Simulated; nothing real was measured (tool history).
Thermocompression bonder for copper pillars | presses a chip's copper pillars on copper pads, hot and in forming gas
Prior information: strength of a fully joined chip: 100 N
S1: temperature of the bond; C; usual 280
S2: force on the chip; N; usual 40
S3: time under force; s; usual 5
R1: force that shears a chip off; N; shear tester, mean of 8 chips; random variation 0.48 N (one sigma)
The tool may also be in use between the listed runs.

| run | hour | S1 | S2 | S3 | R1 |
|---|---|---|---|---|---|
| 1 | 0 | 280 | 40 | 5 | 40.9 |
| 2 | 25.4 | 280 | 40 | 5 | 40.8 |
| 3 | 63.3 | 280 | 40 | 5 | 41.3 |
| 4 | 82.2 | 280 | 40 | 5 | 40.7 |
| 5 | 115.2 | 280 | 50 | 5 | 47.3 |
| 6 | 139.7 | 280 | 26 | 5 | 29.8 |
| 7 | 172.7 | 280 | 26 | 5 | 30.2 |
| 8 | 198.9 | 280 | 26 | 5 | 29.2 |
| 9 | 219.5 | 280 | 26 | 5 | 29.7 |
| 10 | 236.8 | 280 | 26 | 5 | 29.6 |
| 11 | 270.9 | 280 | 26 | 5 | 29.6 |
| 12 | 291.7 | 280 | 26 | 5 | 30.2 |
| 13 | 309.6 | 280 | 40 | 5 | 40.5 |
| 14 | 339.4 | 280 | 40 | 5 | 39.9 |
| 15 | 364.8 | 269 | 40 | 5 | 34.6 |
| 16 | 391.8 | 280 | 40 | 5 | 39.8 |
| 17 | 412.7 | 280 | 40 | 5 | 39.4 |
| 18 | 432.4 | 274 | 40 | 5 | 38 |
| 19 | 467.2 | 280 | 40 | 5 | 38.8 |
| 20 | 499.9 | 280 | 40 | 5 | 39.7 |
| 21 | 519.8 | 289 | 44 | 11 | 59.7 |
| 22 | 549.9 | 289 | 44 | 11 | 58.9 |
|  | 554.7 | heater calibrated with a thermocouple chip |
| 23 | 567.6 | 280 | 38 | 10 | 49.9 |
| 24 | 605.4 | 280 | 38 | 10 | 49.3 |
|  | 639.7 | heater calibrated with a thermocouple chip, once more |
| 25 | 645.6 | 280 | 28 | 6 | 30.1 |
| 26 | 678.4 | 280 | 28 | 6 | 29.5 |
| 27 | 699.8 | 280 | 28 | 6 | 29.9 |
|  | 725.4 | forming gas filter changed |
| 28 | 732.2 | 280 | 30 | 5 | 33.1 |
| 29 | 757.4 | 283 | 38 | 3 | 33.5 |
| 30 | 785.4 | 289 | 53 | 7 | 60.3 |
| 31 | 816.5 | 277 | 53 | 3 | 38.5 |
| 32 | 852.4 | 277 | 53 | 3 | 38.1 |
| 33 | 881.7 | 284 | 53 | 3 | 41.6 |
| 34 | 907 | 284 | 53 | 3 | 42.3 |
| 35 | 931.7 | 284 | 53 | 3 | 42 |
| 36 | 968.4 | 254 | 40 | 6 | 29.5 |
| 37 | 999.6 | 254 | 33 | 7 | 26.5 |
| 38 | 1032.4 | 268 | 36 | 12 | 44.3 |
| 39 | 1066.6 | 250 | 32 | 13 | 32.6 |

The logged runs with the hidden state left out (each run's random variation unchanged):
The hidden state here: true temperature of the bond over the reading, C; force that reaches the chip, % of what is set; oxide that the forming gas leaves, % of the face; drift of the gauge itself on shear_n, %.
| run | R1 |
|---|---|
| 1 | 39.1 |
| 2 | 39 |
| 3 | 39.7 |
| 4 | 39.1 |
| 5 | 45.7 |
| 6 | 28.6 |
| 7 | 29.1 |
| 8 | 28.1 |
| 9 | 28.7 |
| 10 | 28.7 |
| 11 | 28.7 |
| 12 | 29.3 |
| 13 | 39.7 |
| 14 | 39.2 |
| 15 | 33.8 |
| 16 | 39.3 |
| 17 | 38.9 |
| 18 | 37.5 |
| 19 | 38.5 |
| 20 | 39.6 |
| 21 | 61 |
| 22 | 60.4 |
| 23 | 50.2 |
| 24 | 49.8 |
| 25 | 32.8 |
| 26 | 32.2 |
| 27 | 32.7 |
| 28 | 32.2 |
| 29 | 32.7 |
| 30 | 59.4 |
| 31 | 37.7 |
| 32 | 37.5 |
| 33 | 41 |
| 34 | 41.8 |
| 35 | 41.6 |
| 36 | 29.1 |
| 37 | 26.2 |
| 38 | 44.3 |
| 39 | 32.4 |
